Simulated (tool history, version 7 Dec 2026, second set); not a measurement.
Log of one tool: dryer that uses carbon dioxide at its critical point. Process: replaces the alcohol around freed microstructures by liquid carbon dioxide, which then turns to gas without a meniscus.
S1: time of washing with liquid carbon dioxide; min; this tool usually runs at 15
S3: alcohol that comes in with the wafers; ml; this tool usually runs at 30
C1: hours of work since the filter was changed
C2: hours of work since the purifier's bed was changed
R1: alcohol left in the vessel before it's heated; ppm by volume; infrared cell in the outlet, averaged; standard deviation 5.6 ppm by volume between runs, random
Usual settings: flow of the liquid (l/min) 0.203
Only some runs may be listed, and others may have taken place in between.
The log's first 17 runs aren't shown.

Run 18, hour 139.5: usual settings but S1 21 min; C1 121; C2 121. Result: R1 57 ppm by volume.
Run 19, hour 148: usual settings but S1 21 min; C1 124; C2 124. Result: R1 58 ppm by volume.
Run 20, hour 153: usual settings but S1 21 min; C1 126; C2 126. Result: R1 56 ppm by volume.
Run 21, hour 163.4: usual settings but S1 21 min; C1 131; C2 131. Result: R1 56 ppm by volume.
Run 22, hour 171.4: usual settings but S1 10 min, flow of the liquid (l/min) 0.28, S3 33 ml; C1 134; C2 134. Result: R1 376 ppm by volume.
Run 23, hour 176.5: usual settings but flow of the liquid (l/min) 0.309, S3 52 ml; C1 137; C2 137. Result: R1 48 ppm by volume.
Run 24, hour 183.7: usual settings but flow of the liquid (l/min) 0.309, S3 52 ml; C1 140; C2 140. Result: R1 55 ppm by volume.
Run 25, hour 193.9: usual settings but S1 23 min, flow of the liquid (l/min) 0.303, S3 53 ml; C1 144; C2 144. Result: R1 34 ppm by volume.
Run 26, hour 201.4: usual settings but S3 34 ml; C1 147; C2 147. Result: R1 302 ppm by volume.
Run 27, hour 208: usual settings but S1 22 min, flow of the liquid (l/min) 0.217; C1 150; C2 150. Result: R1 46 ppm by volume.
Run 28, hour 215: usual settings but S1 22 min, flow of the liquid (l/min) 0.217; C1 153; C2 153. Result: R1 57 ppm by volume.
Run 29, hour 225.2: usual settings but S1 21 min, flow of the liquid (l/min) 0.144, S3 45 ml; C1 157; C2 157. Result: R1 405 ppm by volume.
Run 30, hour 231.9: usual settings but S1 16 min, flow of the liquid (l/min) 0.335; C1 160; C2 160. Result: R1 43 ppm by volume.
Run 31, hour 242.6: usual settings but S1 16 min, flow of the liquid (l/min) 0.335; C1 165; C2 165. Result: R1 49 ppm by volume.
Run 32, hour 252.6: usual settings but S1 14 min, flow of the liquid (l/min) 0.256, S3 63 ml; C1 169; C2 169. Result: R1 217 ppm by volume.
Run 33, hour 262: usual settings but S1 12 min, flow of the liquid (l/min) 0.256, S3 117 ml; C1 173; C2 173. Result: R1 844 ppm by volume.
Run 34, hour 268.5: usual settings but S1 13 min, flow of the liquid (l/min) 0.345, S3 60 ml; C1 176; C2 176. Result: R1 78 ppm by volume.
Run 35, hour 273.9: usual settings but S1 13 min, flow of the liquid (l/min) 0.171, S3 60 ml; C1 178; C2 178. Result: R1 2164 ppm by volume.
Run 36, hour 284.1: usual settings but S1 11 min, flow of the liquid (l/min) 0.297, S3 95 ml; C1 183; C2 183. Result: R1 509 ppm by volume.
Run 37, hour 294.8: usual settings but S1 11 min, flow of the liquid (l/min) 0.297, S3 95 ml; C1 187; C2 187. Result: R1 506 ppm by volume.
Run 38, hour 300.7: usual settings but S1 13 min, flow of the liquid (l/min) 0.297, S3 50 ml; C1 190; C2 190. Result: R1 139 ppm by volume.
Run 39, hour 306.3: usual settings but S1 17 min, S3 38 ml; C1 192; C2 192. Result: R1 190 ppm by volume.
Run 40, hour 314.4: usual settings but S1 17 min, S3 38 ml; C1 195; C2 195. Result: R1 190 ppm by volume.
Run 41, hour 322.9: usual settings but flow of the liquid (l/min) 0.245, S3 106 ml; C1 199; C2 199. Result: R1 312 ppm by volume.

Forecast each of these 4 alternatives for the next run:
Run A, hour 332.1: usual settings but flow of the liquid (l/min) 0.258, S3 111 ml; C1 203; C2 203. Result: R1 ?.
Run B, hour 332.1: usual settings but S1 14 min, flow of the liquid (l/min) 0.245, S3 106 ml; C1 203; C2 203. Result: R1 ?.
Run C, hour 332.1: usual settings but S1 10 min, flow of the liquid (l/min) 0.138, S3 73 ml; C1 203; C2 203. Result: R1 ?.
Run D, hour 332.1: usual settings but S1 18 min, flow of the liquid (l/min) 0.34, S3 36 ml; C1 203; C2 203. Result: R1 ?.

run     R1
  A    248
  B    444
  C  12579
  D     56
Without the tool's hidden state the same runs would have given:
run     R1
  A    124
  B    253
  C  10508
  D      7
